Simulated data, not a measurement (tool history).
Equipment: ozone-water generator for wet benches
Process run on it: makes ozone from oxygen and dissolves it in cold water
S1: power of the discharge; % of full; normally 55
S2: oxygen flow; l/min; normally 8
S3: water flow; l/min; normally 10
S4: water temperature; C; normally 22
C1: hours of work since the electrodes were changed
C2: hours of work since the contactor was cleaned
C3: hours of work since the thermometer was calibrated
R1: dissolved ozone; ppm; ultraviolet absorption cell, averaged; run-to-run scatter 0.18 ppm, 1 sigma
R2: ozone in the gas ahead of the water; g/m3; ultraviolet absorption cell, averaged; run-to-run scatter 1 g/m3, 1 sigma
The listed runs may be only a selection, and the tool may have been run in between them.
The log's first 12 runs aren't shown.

run	hour	S1	S2	S3	S4	C1	C2	C3	R1	R2
13	790.5	55	8	10	22	2732	936	2839	24.2	174
14	880.2	55	8	13	22	2808	1012	2915	20.5	172.7
15	918.4	55	8	13	22	2840	1044	2947	20.6	174.1
16	1006.2	55	8	10	22	2914	1118	3021	23.8	172
17	1057.9	55	8	10	22	2958	1162	3065	23.7	173.8
18	1110.3	55	8	10	22	3002	1206	3109	23.5	173
19	1198.1	73	6.24	9	19	3076	1280	3183	34.9	240.5
20	1263.6	64	6.95	14	22	3131	1335	3238	22.6	207.4
21	1331.9	64	13.55	7	22	3189	1393	3296	24.5	142.6
22	1377.6	72	7.28	10	14	3227	1431	3334	35.2	218.3
23	1439.1	58	8	10	14	3279	1483	3386	29	178
24	1498.4	47	8	10	26	3329	1533	3436	18.8	152.2
25	1591.8	49	8.84	10	22	3408	1612	3515	20.8	148.5
26	1677.2	49	8.84	10	22	3480	1684	3587	20.7	151.4
27	1715.7	55	7.04	6	29	3512	1716	3619	25.2	184
28	1757.2	79	11.46	11	21	3547	1751	3654	26	180.9
29	1797.6	79	11.46	11	21	3581	1785	3688	26	181.1
30	1871.1	42	8	10	18	3643	1847	3750	21.1	139.7
31	1949.1	42	8	10	18	3709	1913	3816	21.2	141.8

Below are 5 alternative next runs, each starting from the tool's condition after run 31. Predict each:
A	2033.9	42	8	8	18	3781	1985	3888	?	?
B	2033.9	67	8	13	22	3781	1985	3888	?	?
C	2033.9	87	8	10	22	3781	1985	3888	?	?
D	2033.9	42	6.46	8	15	3781	1985	3888	?	?
E	2033.9	66	4.24	10	22	3781	1985	3888	?	?

run	R1	R2
A	23.3	140.3
B	23.2	196
C	31.9	236
D	26.6	158.8
E	30.1	276.2
Stripped of hidden state, with their random variation kept, the same runs would have yielded:
run	R1	R2
A	25.2	145.5
B	25.7	207.4
C	35.6	252.4
D	28.8	164.7
E	33.2	292
